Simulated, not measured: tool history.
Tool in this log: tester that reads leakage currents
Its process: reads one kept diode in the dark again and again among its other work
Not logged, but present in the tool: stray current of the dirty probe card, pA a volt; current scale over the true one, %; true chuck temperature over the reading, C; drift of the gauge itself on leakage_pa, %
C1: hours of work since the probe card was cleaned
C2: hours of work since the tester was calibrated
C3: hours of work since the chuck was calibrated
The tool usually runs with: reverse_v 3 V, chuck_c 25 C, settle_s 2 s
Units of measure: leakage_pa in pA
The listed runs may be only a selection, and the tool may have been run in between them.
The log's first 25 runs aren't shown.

At day 123.596: probe card cleaned and baked.
Run 26, day 123.596: usual settings but reverse_v 3.2 V; C1 0; C2 1037; C3 1804. Result: leakage_pa 143.72 pA.
At day 124.304: chuck's temperature calibrated.
Run 27, day 128.85: usual settings but reverse_v 1.67 V, settle_s 1.87 s; C1 90; C2 1127; C3 79. Result: leakage_pa 99.68 pA.
Run 28, day 135.1: usual settings but reverse_v 3.12 V, settle_s 1.87 s; C1 198; C2 1235; C3 187. Result: leakage_pa 127.5 pA.
Run 29, day 138.55: usual settings but reverse_v 19.35 V, chuck_c 33 C, settle_s 5.17 s; C1 258; C2 1295; C3 247. Result: leakage_pa 466.01 pA.
Run 30, day 143.879: usual settings but reverse_v 19.35 V, chuck_c 26 C, settle_s 0.3 s; C1 350; C2 1387; C3 339. Result: leakage_pa 289.8 pA.
Run 31, day 147.538: usual settings but reverse_v 19.35 V, chuck_c 26 C, settle_s 0.3 s; C1 413; C2 1450; C3 403. Result: leakage_pa 291.15 pA.
Run 32, day 154.162: usual settings but reverse_v 17.86 V, chuck_c 57 C, settle_s 7.88 s; C1 528; C2 1565; C3 517. Result: leakage_pa 2353.59 pA.
Run 33, day 159.517: usual settings but reverse_v 17.86 V, chuck_c 57 C, settle_s 7.88 s; C1 621; C2 1658; C3 610. Result: leakage_pa 2378.31 pA.
Run 34, day 165.567: usual settings but reverse_v 17.86 V, chuck_c 57 C, settle_s 7.88 s; C1 726; C2 1763; C3 715. Result: leakage_pa 2377.76 pA.
Run 35, day 171.642: usual settings but reverse_v 17.86 V, chuck_c 57 C, settle_s 7.88 s; C1 831; C2 1868; C3 820. Result: leakage_pa 2395.46 pA.
Run 36, day 177.421: usual settings but reverse_v 13.35 V, chuck_c 35 C, settle_s 6.05 s; C1 931; C2 1968; C3 920. Result: leakage_pa 497.9 pA.
Run 37, day 183.688: usual settings but reverse_v 13.35 V, chuck_c 35 C, settle_s 6.05 s; C1 1040; C2 2077; C3 1029. Result: leakage_pa 502.44 pA.
Run 38, day 188.85: usual settings but chuck_c 26 C, settle_s 4.4 s; C1 1129; C2 2166; C3 1118. Result: leakage_pa 147.28 pA.
At day 189.871: probe card cleaned and baked.
Run 39, day 195.083: usual settings but chuck_c 26 C, settle_s 4.4 s; C1 90; C2 2272; C3 1224. Result: leakage_pa 144.17 pA.

Branching from run 39: 4 alternative next runs. What would each branch give?
Run A, day 198.233: usual settings but reverse_v 3.54 V, chuck_c 53 C, settle_s 1.51 s; C1 145; C2 2327; C3 1279. Result: leakage_pa ?.
Run B, day 198.233: usual settings but settle_s 2.52 s; C1 145; C2 2327; C3 1279. Result: leakage_pa ?.
Run C, day 198.233: usual settings but reverse_v 5.98 V, chuck_c 58 C; C1 145; C2 2327; C3 1279. Result: leakage_pa ?.
Run D, day 198.233: usual settings but reverse_v 2.6 V, chuck_c 45 C, settle_s 4.08 s; C1 145; C2 2327; C3 1279. Result: leakage_pa ?.

run  leakage_pa
  A     1036.96
  B      135.45
  C     1734.67
  D      542.54
The same runs, with their run-to-run variation unchanged, on a tool lacking any hidden condition would have given:
run  leakage_pa
  A      964.17
  B      123.96
  C     1616.14
  D      502.62

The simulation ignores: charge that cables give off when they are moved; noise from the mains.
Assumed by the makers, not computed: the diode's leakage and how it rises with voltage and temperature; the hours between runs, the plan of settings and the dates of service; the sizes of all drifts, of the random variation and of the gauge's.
